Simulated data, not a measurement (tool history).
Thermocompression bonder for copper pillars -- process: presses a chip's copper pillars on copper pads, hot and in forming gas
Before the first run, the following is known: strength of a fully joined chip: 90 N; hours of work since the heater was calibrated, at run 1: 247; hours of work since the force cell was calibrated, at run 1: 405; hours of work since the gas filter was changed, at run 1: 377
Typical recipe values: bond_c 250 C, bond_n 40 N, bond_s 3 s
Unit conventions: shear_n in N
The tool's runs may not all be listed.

run     day  bond_c  bond_n  bond_s  hours of work since the heater was calibrated  hours of work since the force cell was calibrated  hours of work since the gas filter was changed  shear_n
  1   0.000     250      40       3                                            247                                                405                                             377     48.6
  2   0.450     250      40       3                                            253                                                410                                             382     46.5
  3   1.117     252      40       3                                            261                                                419                                             391     48.1
  4   1.542     250      40       2                                            267                                                424                                             396     40.7
  5   1.946     253      40       3                                            272                                                429                                             401     48.2
  6   2.396     253      40       3                                            277                                                435                                             407     48.9
  7   2.942     253      40       3                                            284                                                442                                             414     49.0
      3.179  -- forming gas filter changed
  8   3.667     250      46       3                                            293                                                451                                               6     51.8
  9   4.288     250      47       3                                            301                                                459                                              14     51.3
      4.408  -- force cell calibrated
 10   4.671     250      40       3                                            305                                                  3                                              18     47.2
 11   5.221     252      40       3                                            312                                                 10                                              25     50.0
 12   5.617     261      43       3                                            317                                                 15                                              30     58.6
 13   6.025     237      40       3                                            323                                                 21                                              35     37.4
 14   6.458     231      55       3                                            328                                                 26                                              41     41.8
 15   6.996     264      24       2                                            335                                                 33                                              48     37.7
 16   7.358     220      60       4                                            339                                                 37                                              52     39.9
 17   8.146     279      60       4                                            349                                                 47                                              62     80.0
      8.250  -- force cell calibrated, once more
 18   8.638     223      52       2                                            355                                                  5                                              68     29.9
 19   9.388     223      54       4                                            364                                                 14                                              77     38.3
 20  10.171     250      28       3                                            374                                                 24                                              87     36.4
 21  10.733     250      27       3                                            382                                                 32                                              94     37.5
 22  11.096     250      27       3                                            386                                                 36                                              99     36.7

What if the next run were any one of these 3? Each begins from the tool's condition after run 22:
  A  11.800     250      40       5                                            395                                                 45                                             108        ?
  B  11.800     250      51       3                                            395                                                 45                                             108        ?
  C  11.800     236      32       7                                            395                                                 45                                             108        ?

run  shear_n
  A     56.3
  B     53.5
  C     42.7
Had the tool no hidden state, the same runs would have come out as:
run  shear_n
  A     62.2
  B     59.4
  C     48.5
